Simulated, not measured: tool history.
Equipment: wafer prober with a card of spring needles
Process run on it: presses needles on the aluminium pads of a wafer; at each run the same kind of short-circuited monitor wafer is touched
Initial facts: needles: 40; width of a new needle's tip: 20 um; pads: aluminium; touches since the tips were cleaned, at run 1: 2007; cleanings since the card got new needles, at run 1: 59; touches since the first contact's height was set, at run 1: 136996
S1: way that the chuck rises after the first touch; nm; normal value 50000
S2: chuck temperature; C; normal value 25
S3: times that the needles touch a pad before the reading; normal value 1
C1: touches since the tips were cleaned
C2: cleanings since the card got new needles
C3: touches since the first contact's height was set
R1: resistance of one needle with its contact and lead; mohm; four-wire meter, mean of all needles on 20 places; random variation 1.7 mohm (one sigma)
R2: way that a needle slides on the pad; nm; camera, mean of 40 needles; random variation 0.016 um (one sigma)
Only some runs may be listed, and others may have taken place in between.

{"run": 1, "hour": 0.0, "S1": 50000, "S2": 25, "S3": 1, "C1": 2007, "C2": 59, "C3": 136996, "R1": 166, "R2": 8320}
{"hour": 20.6, "done": "tips cleaned on abrasive film"}
{"hour": 46.5, "done": "tips cleaned on abrasive film"}
{"run": 2, "hour": 66.4, "S1": 50000, "S2": 25, "S3": 1, "C1": 7226, "C2": 61, "C3": 161052, "R1": 167, "R2": 8300}
{"hour": 69.4, "done": "tips cleaned on abrasive film"}
{"hour": 92.8, "done": "tips cleaned on abrasive film"}
{"hour": 115.0, "done": "tips cleaned on abrasive film"}
{"run": 3, "hour": 131.1, "S1": 50000, "S2": 25, "S3": 1, "C1": 5864, "C2": 64, "C3": 184447, "R1": 167, "R2": 8340}
{"hour": 140.4, "done": "tips cleaned on abrasive film"}
{"hour": 163.3, "done": "tips cleaned on abrasive film"}
{"hour": 187.5, "done": "tips cleaned on abrasive film"}
{"run": 4, "hour": 188.4, "S1": 61000, "S2": 25, "S3": 1, "C1": 322, "C2": 67, "C3": 205153, "R1": 159, "R2": 10170}
{"hour": 197.5, "done": "height of the first contact set anew"}
{"hour": 211.7, "done": "tips cleaned on abrasive film"}
{"hour": 235.3, "done": "tips cleaned on abrasive film"}
{"run": 5, "hour": 241.6, "S1": 50000, "S2": 25, "S3": 2, "C1": 2309, "C2": 69, "C3": 15957, "R1": 163, "R2": 8340}
{"hour": 259.1, "done": "tips cleaned on abrasive film"}
{"hour": 282.8, "done": "tips cleaned on abrasive film"}
{"run": 6, "hour": 298.0, "S1": 50000, "S2": 25, "S3": 1, "C1": 5544, "C2": 71, "C3": 36378, "R1": 164, "R2": 8360}
{"hour": 307.4, "done": "tips cleaned on abrasive film"}
{"hour": 334.3, "done": "tips cleaned on abrasive film"}
{"run": 7, "hour": 352.1, "S1": 50000, "S2": 25, "S3": 1, "C1": 6500, "C2": 73, "C3": 55967, "R1": 164, "R2": 8330}
{"hour": 357.7, "done": "tips cleaned on abrasive film"}
{"hour": 382.5, "done": "tips cleaned on abrasive film"}
{"run": 8, "hour": 382.5, "S1": 50000, "S2": 25, "S3": 1, "C1": 0, "C2": 75, "C3": 66937, "R1": 164, "R2": 8320}
{"hour": 407.6, "done": "tips cleaned on abrasive film"}
{"run": 9, "hour": 426.8, "S1": 50000, "S2": 25, "S3": 1, "C1": 6981, "C2": 76, "C3": 82989, "R1": 167, "R2": 8320}
{"hour": 432.4, "done": "tips cleaned on abrasive film"}
{"hour": 455.9, "done": "tips cleaned on abrasive film"}
{"run": 10, "hour": 465.9, "S1": 48000, "S2": 25, "S3": 1, "C1": 3613, "C2": 78, "C3": 97109, "R1": 167, "R2": 8010}
{"hour": 481.3, "done": "tips cleaned on abrasive film"}
{"hour": 507.0, "done": "tips cleaned on abrasive film"}
{"hour": 530.0, "done": "tips cleaned on abrasive film"}
{"run": 11, "hour": 530.4, "S1": 50000, "S2": 25, "S3": 1, "C1": 124, "C2": 81, "C3": 120430, "R1": 163, "R2": 8340}
{"hour": 555.7, "done": "tips cleaned on abrasive film"}
{"hour": 581.8, "done": "tips cleaned on abrasive film"}
{"run": 12, "hour": 589.0, "S1": 50000, "S2": 25, "S3": 1, "C1": 2626, "C2": 83, "C3": 141657, "R1": 164, "R2": 8340}
{"hour": 605.5, "done": "tips cleaned on abrasive film"}
{"run": 13, "hour": 621.2, "S1": 50000, "S2": 59, "S3": 1, "C1": 5703, "C2": 84, "C3": 153316, "R1": 175, "R2": 8340}
{"hour": 630.4, "done": "tips cleaned on abrasive film"}
{"hour": 656.7, "done": "tips cleaned on abrasive film"}
{"run": 14, "hour": 656.7, "S1": 50000, "S2": 94, "S3": 1, "C1": 0, "C2": 86, "C3": 166140, "R1": 179, "R2": 8360}
{"hour": 682.5, "done": "tips cleaned on abrasive film"}
{"run": 15, "hour": 686.8, "S1": 50000, "S2": 25, "S3": 2, "C1": 1580, "C2": 87, "C3": 177054, "R1": 168, "R2": 8300}
{"hour": 706.0, "done": "tips cleaned on abrasive film"}
{"hour": 730.0, "done": "tips cleaned on abrasive film"}
{"run": 16, "hour": 733.4, "S1": 50000, "S2": 31, "S3": 2, "C1": 1236, "C2": 89, "C3": 193890, "R1": 166, "R2": 8350}
{"hour": 752.5, "done": "tips cleaned on abrasive film"}
{"run": 17, "hour": 764.5, "S1": 55000, "S2": 25, "S3": 1, "C1": 4371, "C2": 90, "C3": 205178, "R1": 163, "R2": 9200}
{"hour": 774.3, "done": "height of the first contact set anew"}
{"hour": 779.2, "done": "tips cleaned on abrasive film"}
{"hour": 801.3, "done": "tips cleaned on abrasive film"}
{"run": 18, "hour": 812.7, "S1": 50000, "S2": 121, "S3": 3, "C1": 4161, "C2": 92, "C3": 13874, "R1": 186, "R2": 8340}
{"hour": 826.3, "done": "tips cleaned on abrasive film"}
{"hour": 850.5, "done": "tips cleaned on abrasive film"}
{"run": 19, "hour": 862.3, "S1": 45000, "S2": 35, "S3": 2, "C1": 4295, "C2": 94, "C3": 31829, "R1": 167, "R2": 7490}

Estimate the outcome of run 20 from the log above:
{"hour": 872.9, "done": "tips cleaned on abrasive film"}
{"hour": 896.6, "done": "tips cleaned on abrasive film"}
{"run": 20, "hour": 913.5, "S1": 45000, "S2": 35, "S3": 2, "C1": 6129, "C2": 96, "C3": 50347, "R1": "?", "R2": "?"}

{"run 20": {"R1": 170, "R2": 7520}}
Were there no unlogged condition in the tool, this run, its random variation unchanged, would have produced R1 170 mohm, R2 7520 nm.
